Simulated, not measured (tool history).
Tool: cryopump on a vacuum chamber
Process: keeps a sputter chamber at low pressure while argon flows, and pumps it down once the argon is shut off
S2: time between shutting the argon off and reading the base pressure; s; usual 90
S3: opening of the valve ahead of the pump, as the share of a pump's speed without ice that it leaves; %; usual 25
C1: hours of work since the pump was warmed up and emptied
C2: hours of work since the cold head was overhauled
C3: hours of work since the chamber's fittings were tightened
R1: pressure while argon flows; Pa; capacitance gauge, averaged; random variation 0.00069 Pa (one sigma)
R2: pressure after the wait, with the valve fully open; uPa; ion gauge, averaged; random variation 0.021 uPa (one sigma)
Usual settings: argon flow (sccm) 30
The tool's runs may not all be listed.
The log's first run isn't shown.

{"run": 2, "hour": 42.4, "argon flow (sccm)": 30, "S2": 90, "S3": 25, "C1": 182, "C2": 1411, "C3": 1910, "R1": 0.1227, "R2": 1.79}
{"run": 3, "hour": 121.7, "argon flow (sccm)": 30, "S2": 90, "S3": 31, "C1": 218, "C2": 1446, "C3": 1946, "R1": 0.1021, "R2": 1.92}
{"run": 4, "hour": 165.5, "argon flow (sccm)": 16, "S2": 90, "S3": 31, "C1": 237, "C2": 1466, "C3": 1966, "R1": 0.0544, "R2": 1.95}
{"run": 5, "hour": 236.7, "argon flow (sccm)": 16, "S2": 90, "S3": 31, "C1": 270, "C2": 1498, "C3": 1998, "R1": 0.0553, "R2": 2.03}
{"run": 6, "hour": 285.9, "argon flow (sccm)": 16, "S2": 90, "S3": 31, "C1": 292, "C2": 1520, "C3": 2020, "R1": 0.0556, "R2": 2.12}
{"run": 7, "hour": 336.6, "argon flow (sccm)": 16, "S2": 90, "S3": 31, "C1": 314, "C2": 1543, "C3": 2043, "R1": 0.0548, "R2": 2.1}
{"run": 8, "hour": 380.9, "argon flow (sccm)": 25, "S2": 90, "S3": 25, "C1": 334, "C2": 1563, "C3": 2063, "R1": 0.1067, "R2": 2.15}
{"run": 9, "hour": 418.4, "argon flow (sccm)": 30, "S2": 90, "S3": 47, "C1": 351, "C2": 1580, "C3": 2079, "R1": 0.0744, "R2": 2.25}
{"hour": 482.6, "done": "pump warmed up, emptied and cooled again"}
{"run": 10, "hour": 495.8, "argon flow (sccm)": 30, "S2": 90, "S3": 25, "C1": 6, "C2": 1612, "C3": 2112, "R1": 0.1187, "R2": 1.77}
{"run": 11, "hour": 538.3, "argon flow (sccm)": 30, "S2": 90, "S3": 25, "C1": 25, "C2": 1631, "C3": 2131, "R1": 0.1186, "R2": 1.76}
{"hour": 599.7, "done": "leaking fittings of the chamber tightened, without venting"}
{"run": 12, "hour": 613.2, "argon flow (sccm)": 30, "S2": 90, "S3": 25, "C1": 58, "C2": 1664, "C3": 6, "R1": 0.1199, "R2": 0.53}
{"run": 13, "hour": 679.8, "argon flow (sccm)": 30, "S2": 90, "S3": 25, "C1": 88, "C2": 1694, "C3": 36, "R1": 0.1217, "R2": 0.53}
{"run": 14, "hour": 758.5, "argon flow (sccm)": 30, "S2": 90, "S3": 25, "C1": 123, "C2": 1730, "C3": 71, "R1": 0.1197, "R2": 0.57}
{"run": 15, "hour": 796.0, "argon flow (sccm)": 30, "S2": 90, "S3": 25, "C1": 140, "C2": 1747, "C3": 88, "R1": 0.1235, "R2": 0.56}
{"run": 16, "hour": 874.9, "argon flow (sccm)": 30, "S2": 90, "S3": 25, "C1": 176, "C2": 1782, "C3": 124, "R1": 0.1237, "R2": 0.64}
{"run": 17, "hour": 912.5, "argon flow (sccm)": 30, "S2": 90, "S3": 25, "C1": 193, "C2": 1799, "C3": 141, "R1": 0.1232, "R2": 0.64}
{"run": 18, "hour": 1001.0, "argon flow (sccm)": 43, "S2": 48, "S3": 25, "C1": 232, "C2": 1839, "C3": 181, "R1": 0.1785, "R2": 0.91}
{"run": 19, "hour": 1078.1, "argon flow (sccm)": 43, "S2": 48, "S3": 25, "C1": 267, "C2": 1874, "C3": 215, "R1": 0.181, "R2": 0.95}
{"run": 20, "hour": 1136.7, "argon flow (sccm)": 43, "S2": 48, "S3": 25, "C1": 293, "C2": 1900, "C3": 242, "R1": 0.1809, "R2": 0.99}
{"run": 21, "hour": 1223.9, "argon flow (sccm)": 43, "S2": 48, "S3": 25, "C1": 333, "C2": 1939, "C3": 281, "R1": 0.1828, "R2": 1.06}
{"run": 22, "hour": 1262.2, "argon flow (sccm)": 43, "S2": 48, "S3": 25, "C1": 350, "C2": 1956, "C3": 298, "R1": 0.185, "R2": 1.08}
{"hour": 1328.0, "done": "pump warmed up, emptied and cooled again"}
{"run": 23, "hour": 1356.2, "argon flow (sccm)": 18, "S2": 56, "S3": 25, "C1": 13, "C2": 1996, "C3": 338, "R1": 0.0719, "R2": 0.87}
{"run": 24, "hour": 1437.3, "argon flow (sccm)": 18, "S2": 56, "S3": 25, "C1": 49, "C2": 2033, "C3": 375, "R1": 0.0715, "R2": 0.93}
{"run": 25, "hour": 1482.3, "argon flow (sccm)": 37, "S2": 34, "S3": 56, "C1": 69, "C2": 2053, "C3": 395, "R1": 0.0694, "R2": 1.24}

Forecast run 26:
{"run": 26, "hour": 1568.4, "argon flow (sccm)": 15, "S2": 34, "S3": 18, "C1": 108, "C2": 2092, "C3": 434, "R1": "?", "R2": "?"}

R1: 0.0834 Pa
R2: 1.31 uPa
Without the tool's hidden state the same run would have given R1 0.0816 Pa, R2 0.96 uPa.

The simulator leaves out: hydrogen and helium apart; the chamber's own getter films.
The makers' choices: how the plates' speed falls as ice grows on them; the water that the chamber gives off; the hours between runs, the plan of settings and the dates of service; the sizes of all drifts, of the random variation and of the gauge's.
